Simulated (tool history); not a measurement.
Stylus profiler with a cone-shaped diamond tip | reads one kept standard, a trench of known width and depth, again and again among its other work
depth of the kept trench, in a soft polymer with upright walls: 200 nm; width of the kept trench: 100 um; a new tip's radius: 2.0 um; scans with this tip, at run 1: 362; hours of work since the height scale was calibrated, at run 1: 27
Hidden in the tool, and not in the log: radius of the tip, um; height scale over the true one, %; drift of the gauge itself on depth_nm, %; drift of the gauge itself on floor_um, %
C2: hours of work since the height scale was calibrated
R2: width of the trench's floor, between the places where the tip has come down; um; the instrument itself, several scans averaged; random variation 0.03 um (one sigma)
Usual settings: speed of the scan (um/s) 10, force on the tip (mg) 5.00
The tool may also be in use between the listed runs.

Run 1, hour 0.0: usual settings; scans with this tip 362; C2 27. Result: depth of the trench (Å) 2034.0, R2 98.20 um.
Run 2, hour 13.7: usual settings; scans with this tip 439; C2 33. Result: depth of the trench (Å) 2034.6, R2 98.19 um.
Run 3, hour 38.4: usual settings but force on the tip (mg) 1.87; scans with this tip 577; C2 43. Result: depth of the trench (Å) 2017.4, R2 98.13 um.
Run 4, hour 51.1: usual settings but force on the tip (mg) 1.87; scans with this tip 647; C2 48. Result: depth of the trench (Å) 2018.1, R2 98.14 um.
Run 5, hour 77.1: usual settings but speed of the scan (um/s) 16, force on the tip (mg) 1.87; scans with this tip 792; C2 59. Result: depth of the trench (Å) 2017.3, R2 98.06 um.
Run 6, hour 89.8: usual settings; scans with this tip 862; C2 64. Result: depth of the trench (Å) 2034.0, R2 98.12 um.
Run 7, hour 117.1: usual settings; scans with this tip 1015; C2 75. Result: depth of the trench (Å) 2033.8, R2 98.09 um.
Run 8, hour 130.2: usual settings; scans with this tip 1088; C2 81. Result: depth of the trench (Å) 2034.3, R2 98.05 um.
Run 9, hour 153.0: usual settings; scans with this tip 1215; C2 90. Result: depth of the trench (Å) 2033.3, R2 98.08 um.
Run 10, hour 175.0: usual settings but speed of the scan (um/s) 4; scans with this tip 1338; C2 99. Result: depth of the trench (Å) 2034.6, R2 98.05 um.
Run 11, hour 198.5: usual settings but speed of the scan (um/s) 4; scans with this tip 1468; C2 109. Result: depth of the trench (Å) 2033.4, R2 98.04 um.
Run 12, hour 220.6: usual settings but speed of the scan (um/s) 4; scans with this tip 1592; C2 118. Result: depth of the trench (Å) 2034.8, R2 98.02 um.
Run 13, hour 246.8: usual settings but speed of the scan (um/s) 4; scans with this tip 1737; C2 129. Result: depth of the trench (Å) 2034.5, R2 98.06 um.
Run 14, hour 261.1: usual settings but speed of the scan (um/s) 4; scans with this tip 1817; C2 135. Result: depth of the trench (Å) 2032.7, R2 97.97 um.
Run 15, hour 281.4: usual settings but speed of the scan (um/s) 2, force on the tip (mg) 10.46; scans with this tip 1930; C2 143. Result: depth of the trench (Å) 2054.3, R2 98.07 um.
Run 16, hour 294.8: usual settings but speed of the scan (um/s) 2, force on the tip (mg) 2.81; scans with this tip 2004; C2 149. Result: depth of the trench (Å) 2022.3, R2 97.96 um.
Run 17, hour 320.9: usual settings but speed of the scan (um/s) 3, force on the tip (mg) 3.83; scans with this tip 2150; C2 159. Result: depth of the trench (Å) 2026.4, R2 97.92 um.
Run 18, hour 339.0: usual settings but speed of the scan (um/s) 23, force on the tip (mg) 10.99; scans with this tip 2251; C2 167. Result: depth of the trench (Å) 2057.6, R2 97.93 um.
Run 19, hour 365.8: usual settings but speed of the scan (um/s) 2, force on the tip (mg) 11.02; scans with this tip 2400; C2 178. Result: depth of the trench (Å) 2056.5, R2 97.90 um.
Run 20, hour 390.9: usual settings but speed of the scan (um/s) 7; scans with this tip 2540; C2 188. Result: depth of the trench (Å) 2033.4, R2 97.89 um.
Run 21, hour 417.0: usual settings but speed of the scan (um/s) 29, force on the tip (mg) 2.30; scans with this tip 2685; C2 199. Result: depth of the trench (Å) 2018.1, R2 97.74 um.
Run 22, hour 430.6: usual settings but speed of the scan (um/s) 36, force on the tip (mg) 7.61; scans with this tip 2761; C2 205. Result: depth of the trench (Å) 2044.1, R2 97.78 um.
Run 23, hour 445.8: usual settings but speed of the scan (um/s) 4, force on the tip (mg) 2.74; scans with this tip 2846; C2 211. Result: depth of the trench (Å) 2021.9, R2 97.86 um.
Run 24, hour 465.4: usual settings but speed of the scan (um/s) 2, force on the tip (mg) 4.45; scans with this tip 2955; C2 219. Result: depth of the trench (Å) 2030.6, R2 97.88 um.
Run 25, hour 477.5: usual settings but speed of the scan (um/s) 8, force on the tip (mg) 2.05; scans with this tip 3022; C2 224. Result: depth of the trench (Å) 2018.1, R2 97.76 um.
Run 26, hour 503.2: usual settings but speed of the scan (um/s) 8, force on the tip (mg) 2.05; scans with this tip 3166; C2 235. Result: depth of the trench (Å) 2018.1, R2 97.78 um.
Run 27, hour 526.9: usual settings but speed of the scan (um/s) 8, force on the tip (mg) 2.05; scans with this tip 3298; C2 245. Result: depth of the trench (Å) 2017.3, R2 97.78 um.

Forecast each of these 4 alternatives for the next run:
Run A, hour 544.0: usual settings but force on the tip (mg) 3.49; scans with this tip 3393; C2 252. Result: depth of the trench (Å) ?, R2 ?.
Run B, hour 544.0: usual settings but speed of the scan (um/s) 20, force on the tip (mg) 5.04; scans with this tip 3393; C2 252. Result: depth of the trench (Å) ?, R2 ?.
Run C, hour 544.0: usual settings but force on the tip (mg) 2.34; scans with this tip 3393; C2 252. Result: depth of the trench (Å) ?, R2 ?.
Run D, hour 544.0: usual settings but speed of the scan (um/s) 15, force on the tip (mg) 3.29; scans with this tip 3393; C2 252. Result: depth of the trench (Å) ?, R2 ?.

run  depth of the trench (Å)     R2
  A                   2025.3  97.76
  B                   2032.0  97.73
  C                   2018.7  97.72
  D                   2024.4  97.70
Without the tool's hidden state the same runs would have given:
run  depth of the trench (Å)     R2
  A                   2026.9  98.22
  B                   2033.6  98.18
  C                   2020.3  98.18
  D                   2026.0  98.16

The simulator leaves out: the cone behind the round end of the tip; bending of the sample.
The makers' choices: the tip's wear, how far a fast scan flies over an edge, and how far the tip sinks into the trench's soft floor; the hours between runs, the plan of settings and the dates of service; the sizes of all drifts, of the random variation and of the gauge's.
